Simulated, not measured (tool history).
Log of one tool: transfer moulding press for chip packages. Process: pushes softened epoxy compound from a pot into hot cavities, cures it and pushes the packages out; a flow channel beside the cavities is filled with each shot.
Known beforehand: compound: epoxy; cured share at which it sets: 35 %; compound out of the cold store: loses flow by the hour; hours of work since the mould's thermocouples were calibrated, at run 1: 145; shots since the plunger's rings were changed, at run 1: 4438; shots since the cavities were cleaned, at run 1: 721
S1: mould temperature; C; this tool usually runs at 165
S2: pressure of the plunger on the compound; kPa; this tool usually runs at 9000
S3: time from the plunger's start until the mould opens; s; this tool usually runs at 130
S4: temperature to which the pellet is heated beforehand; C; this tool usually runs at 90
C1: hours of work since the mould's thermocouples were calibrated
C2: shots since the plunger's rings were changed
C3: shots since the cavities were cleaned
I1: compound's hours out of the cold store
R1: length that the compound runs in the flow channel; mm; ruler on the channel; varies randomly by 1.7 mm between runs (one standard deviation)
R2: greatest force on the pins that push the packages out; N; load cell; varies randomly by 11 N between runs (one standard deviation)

run 1 hour=0 | S1=165 S2=9000 S3=130 S4=90 | C1=145 C2=4438 C3=721 | I1=31.9 | R1=469 R2=1069
-- hour=17.1 cavities cleaned with cleaning compound and waxed
run 2 hour=17.2 | S1=165 S2=9000 S3=120 S4=90 | C1=155 C2=4581 C3=0 | I1=27.7 | R1=475 R2=1402
run 3 hour=24.8 | S1=165 S2=9000 S3=130 S4=90 | C1=160 C2=4652 C3=71 | I1=20.4 | R1=491 R2=1218
run 4 hour=40.4 | S1=165 S2=9000 S3=130 S4=90 | C1=171 C2=4794 C3=213 | I1=10.9 | R1=508 R2=1292
run 5 hour=47.9 | S1=165 S2=9000 S3=157 S4=90 | C1=176 C2=4863 C3=282 | I1=47.7 | R1=438 R2=976
-- hour=54.4 cavities cleaned with cleaning compound and waxed, once more
run 6 hour=61 | S1=165 S2=9000 S3=157 S4=90 | C1=183 C2=4970 C3=60 | I1=45.3 | R1=439 R2=495
run 7 hour=72.5 | S1=165 S2=9000 S3=157 S4=90 | C1=191 C2=5075 C3=165 | I1=18 | R1=493 R2=587
run 8 hour=82.4 | S1=165 S2=9000 S3=157 S4=90 | C1=197 C2=5166 C3=256 | I1=12 | R1=501 R2=641
run 9 hour=97.9 | S1=165 S2=9000 S3=130 S4=90 | C1=207 C2=5309 C3=399 | I1=24.1 | R1=477 R2=891
run 10 hour=106.8 | S1=170 S2=9000 S3=130 S4=90 | C1=213 C2=5390 C3=480 | I1=16.8 | R1=485 R2=781
run 11 hour=116.9 | S1=170 S2=9000 S3=130 S4=90 | C1=220 C2=5483 C3=573 | I1=46.6 | R1=429 R2=829
run 12 hour=132 | S1=170 S2=9000 S3=130 S4=90 | C1=230 C2=5621 C3=711 | I1=33.9 | R1=453 R2=826
run 13 hour=141.1 | S1=170 S2=9000 S3=130 S4=90 | C1=236 C2=5706 C3=796 | I1=33 | R1=452 R2=867
-- hour=149.4 cavities cleaned with cleaning compound and waxed
run 14 hour=157.2 | S1=170 S2=9000 S3=130 S4=90 | C1=245 C2=5840 C3=72 | I1=30.3 | R1=461 R2=489
run 15 hour=172.9 | S1=170 S2=8370 S3=130 S4=90 | C1=256 C2=5984 C3=216 | I1=16.8 | R1=467 R2=652

What will run 16 give?
run 16 hour=186.5 | S1=158 S2=7450 S3=115 S4=89 | C1=264 C2=6108 C3=340 | I1=47.7 | R1=? R2=?

{"run 16": {"R1": 398, "R2": 1607}}
Take away the tool's hidden state, keep the run-to-run variation as it was, and the same run would have given R1 431 mm, R2 994 N.

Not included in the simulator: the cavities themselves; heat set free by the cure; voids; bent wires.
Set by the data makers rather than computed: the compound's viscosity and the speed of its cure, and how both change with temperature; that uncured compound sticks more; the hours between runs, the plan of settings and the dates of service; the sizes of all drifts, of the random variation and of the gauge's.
